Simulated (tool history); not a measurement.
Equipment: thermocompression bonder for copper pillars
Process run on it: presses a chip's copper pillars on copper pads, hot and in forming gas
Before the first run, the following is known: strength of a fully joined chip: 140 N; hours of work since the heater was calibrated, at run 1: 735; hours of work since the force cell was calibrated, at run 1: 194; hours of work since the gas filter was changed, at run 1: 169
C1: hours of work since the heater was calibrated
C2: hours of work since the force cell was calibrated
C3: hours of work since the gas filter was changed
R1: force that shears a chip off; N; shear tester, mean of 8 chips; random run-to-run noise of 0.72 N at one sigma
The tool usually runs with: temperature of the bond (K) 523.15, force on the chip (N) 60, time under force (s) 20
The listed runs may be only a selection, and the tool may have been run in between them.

{"run": 1, "hour": 0.0, "temperature of the bond (K)": 523.15, "force on the chip (N)": 60, "time under force (s)": 20, "C1": 735, "C2": 194, "C3": 169, "R1": 43.8}
{"run": 2, "hour": 10.6, "temperature of the bond (K)": 524.15, "force on the chip (N)": 60, "time under force (s)": 20, "C1": 740, "C2": 198, "C3": 174, "R1": 45.6}
{"run": 3, "hour": 19.4, "temperature of the bond (K)": 524.15, "force on the chip (N)": 60, "time under force (s)": 20, "C1": 744, "C2": 202, "C3": 178, "R1": 45.0}
{"run": 4, "hour": 29.5, "temperature of the bond (K)": 524.15, "force on the chip (N)": 60, "time under force (s)": 20, "C1": 749, "C2": 207, "C3": 182, "R1": 45.2}
{"run": 5, "hour": 36.5, "temperature of the bond (K)": 524.15, "force on the chip (N)": 60, "time under force (s)": 20, "C1": 752, "C2": 210, "C3": 185, "R1": 46.2}
{"run": 6, "hour": 43.5, "temperature of the bond (K)": 523.15, "force on the chip (N)": 60, "time under force (s)": 20, "C1": 755, "C2": 213, "C3": 189, "R1": 44.7}
{"run": 7, "hour": 49.3, "temperature of the bond (K)": 523.15, "force on the chip (N)": 60, "time under force (s)": 20, "C1": 758, "C2": 216, "C3": 191, "R1": 45.3}
{"run": 8, "hour": 55.5, "temperature of the bond (K)": 523.15, "force on the chip (N)": 60, "time under force (s)": 20, "C1": 761, "C2": 219, "C3": 194, "R1": 44.8}
{"run": 9, "hour": 60.6, "temperature of the bond (K)": 523.15, "force on the chip (N)": 60, "time under force (s)": 20, "C1": 763, "C2": 221, "C3": 196, "R1": 44.9}
{"run": 10, "hour": 71.0, "temperature of the bond (K)": 523.15, "force on the chip (N)": 60, "time under force (s)": 20, "C1": 768, "C2": 226, "C3": 201, "R1": 45.1}
{"run": 11, "hour": 76.9, "temperature of the bond (K)": 523.15, "force on the chip (N)": 60, "time under force (s)": 20, "C1": 770, "C2": 229, "C3": 204, "R1": 42.8}
{"run": 12, "hour": 86.1, "temperature of the bond (K)": 523.15, "force on the chip (N)": 60, "time under force (s)": 20, "C1": 775, "C2": 233, "C3": 208, "R1": 44.4}
{"run": 13, "hour": 91.9, "temperature of the bond (K)": 523.15, "force on the chip (N)": 60, "time under force (s)": 20, "C1": 777, "C2": 235, "C3": 211, "R1": 44.2}
{"run": 14, "hour": 103.1, "temperature of the bond (K)": 523.15, "force on the chip (N)": 60, "time under force (s)": 20, "C1": 782, "C2": 240, "C3": 216, "R1": 44.1}
{"run": 15, "hour": 113.4, "temperature of the bond (K)": 501.15, "force on the chip (N)": 60, "time under force (s)": 20, "C1": 787, "C2": 245, "C3": 220, "R1": 28.4}
{"run": 16, "hour": 120.0, "temperature of the bond (K)": 501.15, "force on the chip (N)": 60, "time under force (s)": 20, "C1": 790, "C2": 248, "C3": 223, "R1": 29.3}
{"hour": 124.4, "done": "forming gas filter changed"}
{"run": 17, "hour": 132.4, "temperature of the bond (K)": 534.15, "force on the chip (N)": 60, "time under force (s)": 20, "C1": 795, "C2": 254, "C3": 4, "R1": 54.1}
{"run": 18, "hour": 143.6, "temperature of the bond (K)": 523.15, "force on the chip (N)": 60, "time under force (s)": 20, "C1": 800, "C2": 259, "C3": 9, "R1": 44.8}
{"run": 19, "hour": 155.7, "temperature of the bond (K)": 523.15, "force on the chip (N)": 60, "time under force (s)": 20, "C1": 806, "C2": 264, "C3": 14, "R1": 44.8}
{"run": 20, "hour": 162.0, "temperature of the bond (K)": 523.15, "force on the chip (N)": 74, "time under force (s)": 20, "C1": 809, "C2": 267, "C3": 17, "R1": 51.3}
{"run": 21, "hour": 172.2, "temperature of the bond (K)": 523.15, "force on the chip (N)": 80, "time under force (s)": 11, "C1": 814, "C2": 272, "C3": 22, "R1": 42.8}
{"run": 22, "hour": 180.5, "temperature of the bond (K)": 534.15, "force on the chip (N)": 83, "time under force (s)": 27, "C1": 817, "C2": 275, "C3": 25, "R1": 72.2}
{"run": 23, "hour": 186.8, "temperature of the bond (K)": 534.15, "force on the chip (N)": 83, "time under force (s)": 27, "C1": 820, "C2": 278, "C3": 28, "R1": 72.3}
{"run": 24, "hour": 198.8, "temperature of the bond (K)": 534.15, "force on the chip (N)": 83, "time under force (s)": 27, "C1": 826, "C2": 284, "C3": 34, "R1": 73.4}
{"run": 25, "hour": 209.7, "temperature of the bond (K)": 534.15, "force on the chip (N)": 83, "time under force (s)": 27, "C1": 831, "C2": 289, "C3": 39, "R1": 73.0}
{"run": 26, "hour": 220.4, "temperature of the bond (K)": 529.15, "force on the chip (N)": 89, "time under force (s)": 25, "C1": 835, "C2": 294, "C3": 44, "R1": 67.7}
{"run": 27, "hour": 232.4, "temperature of the bond (K)": 497.15, "force on the chip (N)": 60, "time under force (s)": 32, "C1": 841, "C2": 299, "C3": 49, "R1": 32.8}
{"run": 28, "hour": 240.3, "temperature of the bond (K)": 523.15, "force on the chip (N)": 89, "time under force (s)": 18, "C1": 844, "C2": 303, "C3": 53, "R1": 53.8}
{"run": 29, "hour": 249.0, "temperature of the bond (K)": 530.15, "force on the chip (N)": 41, "time under force (s)": 23, "C1": 848, "C2": 307, "C3": 57, "R1": 43.2}
{"run": 30, "hour": 260.7, "temperature of the bond (K)": 497.15, "force on the chip (N)": 48, "time under force (s)": 24, "C1": 854, "C2": 312, "C3": 62, "R1": 25.2}
{"run": 31, "hour": 266.1, "temperature of the bond (K)": 544.15, "force on the chip (N)": 89, "time under force (s)": 38, "C1": 856, "C2": 314, "C3": 64, "R1": 92.6}
{"run": 32, "hour": 273.0, "temperature of the bond (K)": 550.15, "force on the chip (N)": 80, "time under force (s)": 27, "C1": 859, "C2": 317, "C3": 68, "R1": 86.0}
{"run": 33, "hour": 278.3, "temperature of the bond (K)": 543.15, "force on the chip (N)": 43, "time under force (s)": 18, "C1": 862, "C2": 320, "C3": 70, "R1": 49.7}
{"run": 34, "hour": 290.3, "temperature of the bond (K)": 543.15, "force on the chip (N)": 43, "time under force (s)": 18, "C1": 867, "C2": 325, "C3": 75, "R1": 48.6}
{"run": 35, "hour": 295.4, "temperature of the bond (K)": 543.15, "force on the chip (N)": 43, "time under force (s)": 18, "C1": 869, "C2": 328, "C3": 78, "R1": 47.6}
{"run": 36, "hour": 306.0, "temperature of the bond (K)": 545.15, "force on the chip (N)": 37, "time under force (s)": 11, "C1": 874, "C2": 332, "C3": 83, "R1": 37.4}
{"run": 37, "hour": 311.2, "temperature of the bond (K)": 545.15, "force on the chip (N)": 37, "time under force (s)": 11, "C1": 877, "C2": 335, "C3": 85, "R1": 36.7}

Estimate the outcome of run 38 from the log above:
{"run": 38, "hour": 320.1, "temperature of the bond (K)": 509.15, "force on the chip (N)": 42, "time under force (s)": 20, "C1": 881, "C2": 339, "C3": 89, "R1": "?"}

Logged for run 38: R1 27.2 N.
Minus the tool's unlogged condition, the same run would have read R1 32.7 N.
